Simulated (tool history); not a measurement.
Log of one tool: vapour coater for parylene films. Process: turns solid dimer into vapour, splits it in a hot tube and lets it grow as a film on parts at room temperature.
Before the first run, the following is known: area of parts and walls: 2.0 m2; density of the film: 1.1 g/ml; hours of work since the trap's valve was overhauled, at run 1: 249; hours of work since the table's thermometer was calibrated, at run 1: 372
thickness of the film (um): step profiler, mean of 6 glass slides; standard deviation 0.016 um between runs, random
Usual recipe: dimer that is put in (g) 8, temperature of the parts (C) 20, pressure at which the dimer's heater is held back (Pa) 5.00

run     day  dimer that is put in (g)  temperature of the parts (C)  pressure at which the dimer's heater is held back (Pa)  hours of work since the trap's valve was overhauled  hours of work since the table's thermometer was calibrated  thickness of the film (um)
  1   0.000                         8                            20                                                    5.00                                                  249                                                         372                        2.75
  2   0.846                         8                            20                                                    5.00                                                  266                                                         389                        2.77
  3   1.429                         8                            20                                                    5.00                                                  278                                                         401                        2.78
  4   2.017                         8                            20                                                    5.00                                                  290                                                         413                        2.77
  5   2.867                         8                            20                                                    5.00                                                  307                                                         430                        2.76
  6   3.312                         4                            20                                                    5.00                                                  316                                                         439                        1.39
  7   3.721                         8                            20                                                    5.00                                                  325                                                         447                        2.76
  8   4.208                         9                            20                                                    5.00                                                  334                                                         457                        3.13
  9   4.679                         8                            20                                                    5.00                                                  344                                                         467                        2.77
 10   5.479                         8                            20                                                    5.00                                                  360                                                         483                        2.75
 11   6.304                         8                            20                                                    5.00                                                  377                                                         500                        2.78
 12   6.721                         8                            20                                                    5.00                                                  385                                                         508                        2.78
 13   7.138                         8                            20                                                    5.00                                                  394                                                         516                        2.77
 14   7.912                         8                            20                                                    5.00                                                  409                                                         532                        2.75
 15   8.446                         8                            20                                                    5.00                                                  420                                                         543                        2.77
 16   9.183                         8                            20                                                    5.00                                                  435                                                         558                        2.76
 17   9.571                         8                            20                                                    5.00                                                  443                                                         566                        2.77
 18  10.129                         8                            20                                                    5.00                                                  454                                                         577                        2.77
 19  10.979                         8                            26                                                    5.00                                                  471                                                         594                        2.20
 20  11.471                         8                            20                                                    5.00                                                  481                                                         604                        2.80
 21  12.283                         8                            20                                                    5.00                                                  498                                                         621                        2.77
 22  12.942                         8                            20                                                    5.00                                                  511                                                         634                        2.74
     13.554  -- trap's valve overhauled
 23  13.871                         8                            20                                                    3.94                                                    6                                                         649                        2.83
 24  14.338                         8                            20                                                    3.94                                                   16                                                         659                        2.87
 25  14.871                         8                            20                                                    3.94                                                   27                                                         670                        2.90
 26  15.712                         4                            20                                                    5.00                                                   44                                                         687                        1.39
 27  16.154                         8                            31                                                   10.10                                                   53                                                         696                        1.66
 28  16.958                         8                            20                                                    5.00                                                   69                                                         712                        2.79
 29  17.583                         7                            20                                                    5.00                                                   82                                                         725                        2.44
 30  18.158                         5                            13                                                    2.36                                                   93                                                         736                        2.21
 31  18.912                         5                            13                                                    2.36                                                  108                                                         752                        2.21
 32  19.462                         5                            13                                                    2.36                                                  120                                                         763                        2.21
 33  19.979                         5                            13                                                    2.36                                                  130                                                         773                        2.22
 34  20.712                         5                            13                                                    2.36                                                  145                                                         788                        2.23
 35  21.438                         5                            13                                                    2.36                                                  160                                                         803                        2.21

Run 36 has not been measured yet. What should we expect?
 36  22.183                         8                            25                                                    4.69                                                  175                                                         818                           ?

{"run 36": {"thickness of the film (um)": 2.32}}
The same run, on a tool lacking any hidden state, would have yielded thickness of the film (um) 2.32.
